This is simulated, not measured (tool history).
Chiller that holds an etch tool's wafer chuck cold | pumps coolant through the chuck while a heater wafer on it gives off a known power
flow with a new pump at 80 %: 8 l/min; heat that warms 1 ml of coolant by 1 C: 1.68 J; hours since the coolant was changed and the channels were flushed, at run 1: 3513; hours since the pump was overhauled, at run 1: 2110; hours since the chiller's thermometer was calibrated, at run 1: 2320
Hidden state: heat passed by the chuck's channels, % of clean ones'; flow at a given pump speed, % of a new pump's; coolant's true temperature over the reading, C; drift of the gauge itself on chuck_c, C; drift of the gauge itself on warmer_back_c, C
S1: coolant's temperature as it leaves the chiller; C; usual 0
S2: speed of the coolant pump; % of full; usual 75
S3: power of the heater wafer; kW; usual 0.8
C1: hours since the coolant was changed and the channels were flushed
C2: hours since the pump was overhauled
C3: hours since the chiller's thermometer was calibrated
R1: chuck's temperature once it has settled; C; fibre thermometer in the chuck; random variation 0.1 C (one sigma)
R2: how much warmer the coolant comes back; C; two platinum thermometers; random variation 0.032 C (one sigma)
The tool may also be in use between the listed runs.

| run | day | S1 | S2 | S3 | C1 | C2 | C3 | R1 | R2 |
|---|---|---|---|---|---|---|---|---|---|
| 1 | 0 | 0 | 75 | 0.8 | 3513 | 2110 | 2320 | 8.9 | 4.04 |
| 2 | 1.921 | 0 | 75 | 0.8 | 3559 | 2156 | 2366 | 8.9 | 4.07 |
| 3 | 4.138 | -7 | 75 | 0.8 | 3612 | 2209 | 2419 | 1.7 | 4.07 |
|  | 4.35 | chiller's thermometer calibrated |
| 4 | 5.458 | -7 | 75 | 0.8 | 3643 | 2240 | 27 | 1.9 | 4.01 |
| 5 | 6.833 | -7 | 75 | 0.8 | 3676 | 2273 | 60 | 1.8 | 4.1 |
| 6 | 8.642 | -7 | 75 | 0.8 | 3719 | 2316 | 103 | 2 | 4.01 |
| 7 | 9.942 | 0 | 75 | 0.696 | 3751 | 2347 | 134 | 7.9 | 3.57 |
| 8 | 11.962 | 0 | 61 | 0.8 | 3799 | 2396 | 183 | 10.2 | 5.06 |
|  | 13.312 | chiller's thermometer calibrated, once more |
| 9 | 13.675 | 0 | 61 | 0.8 | 3839 | 2436 | 9 | 9.7 | 5.08 |
| 10 | 15.821 | 0 | 61 | 0.8 | 3891 | 2487 | 60 | 9.9 | 5.15 |
| 11 | 17.188 | -9 | 75 | 0.8 | 3923 | 2520 | 93 | -0.4 | 4.1 |
| 12 | 19.512 | -9 | 75 | 0.8 | 3979 | 2576 | 149 | -0.3 | 4.02 |
| 13 | 21.546 | -9 | 75 | 0.8 | 4028 | 2625 | 198 | -0.3 | 4.13 |
| 14 | 23.621 | -9 | 75 | 0.8 | 4078 | 2675 | 247 | -0.4 | 4.09 |
| 15 | 24.979 | 0 | 64 | 0.8 | 4110 | 2707 | 280 | 9.6 | 4.87 |
| 16 | 26.75 | 0 | 64 | 0.8 | 4153 | 2750 | 322 | 9.6 | 4.89 |
| 17 | 29.104 | 1 | 64 | 0.484 | 4209 | 2806 | 379 | 6.8 | 2.97 |
| 18 | 30.929 | -3 | 90 | 0.487 | 4253 | 2850 | 423 | 1.7 | 2.04 |
| 19 | 32.554 | 0 | 92 | 0.821 | 4292 | 2889 | 462 | 8 | 3.32 |
| 20 | 33.942 | 0 | 75 | 0.454 | 4326 | 2922 | 495 | 5 | 2.33 |
| 21 | 34.938 | -1 | 78 | 1.146 | 4349 | 2946 | 519 | 11.1 | 5.63 |
| 22 | 36.346 | 1 | 85 | 0.46 | 4383 | 2980 | 553 | 5.6 | 2.1 |
| 23 | 38.079 | -8 | 67 | 0.635 | 4425 | 3022 | 594 | -0.6 | 3.71 |
| 24 | 39.312 | -8 | 67 | 0.635 | 4454 | 3051 | 624 | -0.4 | 3.67 |
| 25 | 41.546 | -8 | 74 | 1.097 | 4508 | 3105 | 678 | 4.1 | 5.74 |
| 26 | 43.242 | -8 | 74 | 1.097 | 4549 | 3146 | 718 | 4.1 | 5.74 |
| 27 | 44.346 | -5 | 75 | 1.157 | 4575 | 3172 | 745 | 7.7 | 5.98 |
| 28 | 46.358 | -2 | 100 | 1.157 | 4624 | 3220 | 793 | 8.5 | 4.37 |
| 29 | 48.758 | -2 | 100 | 1.157 | 4681 | 3278 | 851 | 8.7 | 4.37 |
| 30 | 50.792 | 9 | 93 | 0.8 | 4730 | 3327 | 899 | 16.9 | 3.31 |
| 31 | 52.108 | 3 | 75 | 0.759 | 4761 | 3358 | 931 | 11.4 | 3.96 |
| 32 | 53.379 | 3 | 75 | 0.759 | 4792 | 3389 | 962 | 11.4 | 3.91 |

4 ways to go on from here, each from the tool as it stands after run 32. What would each give?
| A | 55.296 | 0 | 84 | 0.8 | 4838 | 3435 | 1008 | ? | ? |
| B | 55.296 | -7 | 94 | 0.8 | 4838 | 3435 | 1008 | ? | ? |
| C | 55.296 | 5 | 81 | 0.932 | 4838 | 3435 | 1008 | ? | ? |
| D | 55.296 | -5 | 81 | 0.774 | 4838 | 3435 | 1008 | ? | ? |

| run | R1 | R2 |
|---|---|---|
| A | 8.2 | 3.74 |
| B | 0.7 | 3.21 |
| C | 14.9 | 4.47 |
| D | 3 | 3.71 |
Without the tool's hidden state the same runs would have given:
| run | R1 | R2 |
|---|---|---|
| A | 7.1 | 3.45 |
| B | -0.3 | 2.96 |
| C | 13.6 | 4.13 |
| D | 2 | 3.42 |
